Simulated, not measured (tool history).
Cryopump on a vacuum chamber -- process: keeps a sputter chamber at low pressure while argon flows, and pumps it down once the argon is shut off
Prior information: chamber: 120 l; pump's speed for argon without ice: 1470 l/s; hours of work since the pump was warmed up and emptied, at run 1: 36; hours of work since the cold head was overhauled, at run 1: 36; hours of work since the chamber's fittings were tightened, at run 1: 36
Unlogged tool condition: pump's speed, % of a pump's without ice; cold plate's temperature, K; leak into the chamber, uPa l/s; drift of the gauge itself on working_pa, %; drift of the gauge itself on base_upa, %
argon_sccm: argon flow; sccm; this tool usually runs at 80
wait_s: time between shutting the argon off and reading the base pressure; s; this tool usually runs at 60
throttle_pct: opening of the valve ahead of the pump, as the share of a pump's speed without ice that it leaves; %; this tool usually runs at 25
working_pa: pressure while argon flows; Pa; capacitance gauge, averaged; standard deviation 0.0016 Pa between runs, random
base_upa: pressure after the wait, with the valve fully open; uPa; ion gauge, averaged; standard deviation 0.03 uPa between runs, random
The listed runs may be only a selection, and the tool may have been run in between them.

run,day,argon_sccm,wait_s,throttle_pct,hours of work since the pump was warmed up and emptied,hours of work since the cold head was overhauled,hours of work since the chamber's fittings were tightened,working_pa,base_upa
1,0,80,60,25,36,36,36,0.3709,1.52
2,0.746,80,60,25,49,49,49,0.3682,1.57
3,2.033,80,60,25,70,70,70,0.3746,1.59
4,2.988,36,60,25,86,86,86,0.1683,1.67
5,3.996,36,60,25,103,103,103,0.1672,1.65
6,4.896,36,60,16,118,118,118,0.2618,1.64
7,6.075,36,60,16,138,138,138,0.2611,1.72
8,7.396,80,60,25,160,160,160,0.3773,1.68
9,8.871,80,133,25,185,185,185,0.3743,1.01
10,9.746,80,133,25,200,200,200,0.378,1.09
11,10.696,80,133,25,215,215,215,0.3771,1.08
12,11.529,80,81,25,229,229,229,0.3771,1.51
13,12.954,80,60,25,253,253,253,0.3772,1.8
14,14.208,80,60,25,274,274,274,0.3765,1.89
15,15.529,102,274,25,296,296,296,0.4801,0.94
16,16.975,35,46,25,321,321,321,0.1656,2.28
17,17.975,40,23,47,337,337,337,0.1047,4.07
18,19.442,56,97,25,362,362,362,0.2677,1.47
19,20.633,55,128,58,382,382,382,0.1185,1.33
20,22.167,55,128,58,407,407,407,0.1183,1.4
# day 23.708: pump warmed up, emptied and cooled again
21,23.875,55,200,58,3,432,432,0.1094,1.04
22,25.442,55,200,58,29,459,459,0.1099,1.1

What will run 23 give?
23,26.558,157,27,34,48,477,477,?,?

{"run 23": {"working_pa": 0.5336, "base_upa": 3.61}}
Take away the tool's hidden state, keep the run-to-run variation as it was, and the same run would have given working_pa 0.5298 Pa, base_upa 3.08 uPa.
